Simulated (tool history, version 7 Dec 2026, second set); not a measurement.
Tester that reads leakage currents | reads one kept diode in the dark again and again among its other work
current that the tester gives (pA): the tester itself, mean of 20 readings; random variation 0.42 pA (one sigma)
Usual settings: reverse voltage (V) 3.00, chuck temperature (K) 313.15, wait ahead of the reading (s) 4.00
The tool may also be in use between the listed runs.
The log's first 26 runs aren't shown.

run	hour	reverse voltage (V)	chuck temperature (K)	wait ahead of the reading (s)	hours of work since the probe card was cleaned	hours of work since the tester was calibrated	hours of work since the chuck was calibrated	current that the tester gives (pA)
27	1706.2	3.00	313.15	6.14	107	3707	794	148.39
28	1787.9	3.00	313.15	6.14	167	3767	855	149.55
29	1855.3	3.00	313.15	6.14	216	3817	904	149.61
30	1928.5	2.54	331.15	0.82	270	3871	958	583.69
31	1992.9	3.00	297.15	2.05	318	3918	1005	38.51
32	2073.0	3.00	297.15	2.05	377	3977	1064	38.80
33	2141.8	3.14	303.15	2.06	427	4028	1115	67.30
34	2192.6	3.57	299.15	1.29	465	4065	1153	51.33
35	2259.5	3.00	324.15	4.00	514	4114	1202	370.26
36	2351.9	3.18	299.15	0.51	582	4183	1270	50.22
37	2445.6	2.13	313.15	1.30	651	4252	1339	132.83
38	2534.5	3.00	294.15	0.70	717	4317	1404	33.76
39	2585.0	3.00	305.15	1.24	754	4354	1442	81.17
40	2630.9	3.00	305.15	1.24	788	4388	1475	81.77

Forecast each of these 3 alternatives for the next run:
A	2689.2	9.44	297.15	1.72	831	4431	1518	?
B	2689.2	3.00	325.15	4.00	831	4431	1518	?
C	2689.2	1.99	316.15	3.85	831	4431	1518	?

run	current that the tester gives (pA)
A	80.52
B	408.66
C	165.83
Without the tool's hidden state the same runs would have given:
run	current that the tester gives (pA)
A	57.56
B	374.75
C	150.13
